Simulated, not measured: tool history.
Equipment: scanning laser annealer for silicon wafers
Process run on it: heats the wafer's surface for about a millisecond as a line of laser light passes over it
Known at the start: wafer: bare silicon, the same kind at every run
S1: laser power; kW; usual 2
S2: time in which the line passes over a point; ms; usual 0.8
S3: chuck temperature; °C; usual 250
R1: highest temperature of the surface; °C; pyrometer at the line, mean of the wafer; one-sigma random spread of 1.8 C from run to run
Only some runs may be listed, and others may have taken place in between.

run 1 day=0 | S1=2 S2=0.8 S3=250 | R1=1069
run 2 day=0.358 | S1=2 S2=0.8 S3=250 | R1=1071
run 3 day=1.071 | S1=2.141 S2=0.8 S3=250 | R1=1143
run 4 day=1.85 | S1=2 S2=0.8 S3=250 | R1=1070
run 5 day=2.65 | S1=2 S2=0.8 S3=250 | R1=1067
run 6 day=3.075 | S1=2 S2=0.786 S3=250 | R1=1064
run 7 day=3.662 | S1=2 S2=0.786 S3=250 | R1=1063
run 8 day=4.154 | S1=2 S2=0.8 S3=250 | R1=1069
run 9 day=4.521 | S1=2 S2=0.8 S3=250 | R1=1070
run 10 day=5.208 | S1=2 S2=0.8 S3=250 | R1=1069
run 11 day=5.767 | S1=2 S2=0.8 S3=250 | R1=1070
run 12 day=6.217 | S1=2 S2=0.8 S3=272 | R1=1094
run 13 day=6.758 | S1=2 S2=0.8 S3=235 | R1=1055
run 14 day=7.458 | S1=1.972 S2=0.831 S3=244 | R1=1064
run 15 day=8.029 | S1=2 S2=0.837 S3=272 | R1=1111
run 16 day=8.471 | S1=1.844 S2=0.605 S3=236 | R1=876
run 17 day=9.279 | S1=2.016 S2=0.8 S3=289 | R1=1119
run 18 day=9.721 | S1=2.016 S2=0.732 S3=289 | R1=1079
run 19 day=10.525 | S1=2.016 S2=0.732 S3=230 | R1=1020

The next listed run, before its measurement:
run 20 day=11.158 | S1=2 S2=0.986 S3=272 | R1=?

R1: 1185 °C
Had the tool carried no hidden state, the very same run would have given R1 1187 °C.
